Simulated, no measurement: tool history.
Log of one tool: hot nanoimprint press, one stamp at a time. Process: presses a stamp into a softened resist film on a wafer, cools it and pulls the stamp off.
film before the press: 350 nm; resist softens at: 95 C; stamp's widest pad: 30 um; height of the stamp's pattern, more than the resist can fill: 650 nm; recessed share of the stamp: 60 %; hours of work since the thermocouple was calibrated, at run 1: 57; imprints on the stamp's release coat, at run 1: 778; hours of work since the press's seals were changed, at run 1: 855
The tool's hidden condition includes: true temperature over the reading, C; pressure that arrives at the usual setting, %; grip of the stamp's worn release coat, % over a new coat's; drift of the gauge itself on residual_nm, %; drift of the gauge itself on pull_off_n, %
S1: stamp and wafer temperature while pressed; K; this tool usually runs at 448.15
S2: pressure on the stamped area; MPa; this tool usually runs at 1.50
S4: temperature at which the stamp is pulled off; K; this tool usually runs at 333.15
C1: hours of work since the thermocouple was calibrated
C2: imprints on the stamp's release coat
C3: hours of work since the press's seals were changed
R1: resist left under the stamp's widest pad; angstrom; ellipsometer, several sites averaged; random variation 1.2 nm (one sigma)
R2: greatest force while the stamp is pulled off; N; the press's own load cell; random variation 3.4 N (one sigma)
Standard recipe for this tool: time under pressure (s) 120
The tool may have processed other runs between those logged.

Run 1, hour 0.0: usual settings; C1 57; C2 778; C3 855. Result: R1 1812 angstrom, R2 191 N.
Run 2, hour 40.2: usual settings; C1 77; C2 934; C3 876. Result: R1 1809 angstrom, R2 199 N.
Run 3, hour 90.4: usual settings; C1 103; C2 1129; C3 902. Result: R1 1820 angstrom, R2 202 N.
Run 4, hour 116.5: usual settings but S2 1.06 MPa; C1 117; C2 1230; C3 915. Result: R1 2106 angstrom, R2 207 N.
Run 5, hour 158.1: usual settings but S2 1.06 MPa; C1 138; C2 1392; C3 936. Result: R1 2090 angstrom, R2 218 N.
Run 6, hour 194.0: usual settings; C1 157; C2 1531; C3 955. Result: R1 1849 angstrom, R2 216 N.
Run 7, hour 221.6: usual settings; C1 171; C2 1638; C3 969. Result: R1 1809 angstrom, R2 225 N.
Run 8, hour 281.4: usual settings; C1 202; C2 1870; C3 1000. Result: R1 1830 angstrom, R2 239 N.
Run 9, hour 334.0: usual settings but time under pressure (s) 73; C1 229; C2 2074; C3 1027. Result: R1 2141 angstrom, R2 230 N.
At hour 348.5: stamp cleaned and given a new release coat.
Run 10, hour 384.7: usual settings but time under pressure (s) 73; C1 252; C2 140; C3 1050. Result: R1 2159 angstrom, R2 173 N.
At hour 405.0: press's hydraulic seals changed and the load cell set to zero.
Run 11, hour 424.9: usual settings but time under pressure (s) 73; C1 268; C2 265; C3 10. Result: R1 2075 angstrom, R2 174 N.
Run 12, hour 451.2: usual settings but time under pressure (s) 73; C1 282; C2 367; C3 24. Result: R1 2052 angstrom, R2 177 N.
Run 13, hour 510.2: usual settings but time under pressure (s) 73; C1 312; C2 596; C3 54. Result: R1 2063 angstrom, R2 183 N.
Run 14, hour 569.5: usual settings but time under pressure (s) 73; C1 343; C2 826; C3 85. Result: R1 2083 angstrom, R2 193 N.
At hour 575.2: plate thermocouple calibrated.
Run 15, hour 633.9: usual settings but S1 457.15 K; C1 30; C2 1064; C3 116. Result: R1 1353 angstrom, R2 197 N.
Run 16, hour 662.6: usual settings but S4 329.15 K; C1 45; C2 1176; C3 131. Result: R1 1828 angstrom, R2 220 N.
Run 17, hour 710.0: usual settings but S1 447.15 K; C1 69; C2 1360; C3 156. Result: R1 1887 angstrom, R2 212 N.
Run 18, hour 735.3: usual settings but S1 449.15 K, S2 2.29 MPa; C1 82; C2 1458; C3 169. Result: R1 1415 angstrom, R2 215 N.
Run 19, hour 794.8: usual settings but S2 1.17 MPa; C1 113; C2 1689; C3 199. Result: R1 2048 angstrom, R2 222 N.
Run 20, hour 847.5: usual settings but S1 449.15 K, S2 1.72 MPa; C1 140; C2 1893; C3 226. Result: R1 1661 angstrom, R2 243 N.
Run 21, hour 880.8: usual settings but S1 458.15 K, S2 1.38 MPa, S4 337.15 K; C1 157; C2 2023; C3 243. Result: R1 1357 angstrom, R2 226 N.
At hour 888.2: plate thermocouple calibrated, once more.
At hour 911.8: stamp cleaned and given a new release coat.
Run 22, hour 929.1: usual settings but S1 458.15 K, S2 1.38 MPa, S4 337.15 K; C1 18; C2 67; C3 264. Result: R1 1296 angstrom, R2 160 N.
Run 23, hour 990.1: usual settings but S1 438.15 K, S2 1.95 MPa, time under pressure (s) 73, S4 318.15 K; C1 49; C2 304; C3 295. Result: R1 2468 angstrom, R2 228 N.
Run 24, hour 1039.0: usual settings but S1 447.15 K, S4 320.15 K; C1 75; C2 494; C3 320. Result: R1 1811 angstrom, R2 231 N.
Run 25, hour 1069.9: usual settings but S1 441.15 K; C1 90; C2 614; C3 336. Result: R1 2225 angstrom, R2 189 N.
Run 26, hour 1107.1: usual settings but S1 441.15 K, S4 324.15 K; C1 110; C2 758; C3 355. Result: R1 2201 angstrom, R2 227 N.
Run 27, hour 1167.6: usual settings but S1 441.15 K, S4 324.15 K; C1 141; C2 993; C3 387. Result: R1 2211 angstrom, R2 234 N.
Run 28, hour 1209.7: usual settings but S1 453.15 K, time under pressure (s) 85, S4 336.15 K; C1 162; C2 1156; C3 408. Result: R1 1666 angstrom, R2 190 N.
Run 29, hour 1262.8: usual settings but S1 453.15 K, time under pressure (s) 85, S4 336.15 K; C1 190; C2 1363; C3 436. Result: R1 1699 angstrom, R2 195 N.
Run 30, hour 1317.2: usual settings but S1 451.15 K, S4 319.15 K; C1 218; C2 1574; C3 464. Result: R1 1612 angstrom, R2 280 N.

3 options for the next run, each taken on its own from the tool as it stands now. Forecast them:
Run A, hour 1345.6: usual settings but time under pressure (s) 61, S4 325.15 K; C1 232; C2 1684; C3 478. Result: R1 ?, R2 ?.
Run B, hour 1345.6: usual settings but S1 455.15 K, S2 1.58 MPa, time under pressure (s) 65, S4 319.15 K; C1 232; C2 1684; C3 478. Result: R1 ?, R2 ?.
Run C, hour 1345.6: usual settings but S1 440.15 K, S4 319.15 K; C1 232; C2 1684; C3 478. Result: R1 ?, R2 ?.

run    R1   R2
  A  2178  251
  B  1706  290
  C  2301  284
The same runs, with their run-to-run variation unchanged, on a tool lacking any hidden condition would have given:
run    R1   R2
  A  2120  186
  B  1652  216
  C  2240  212
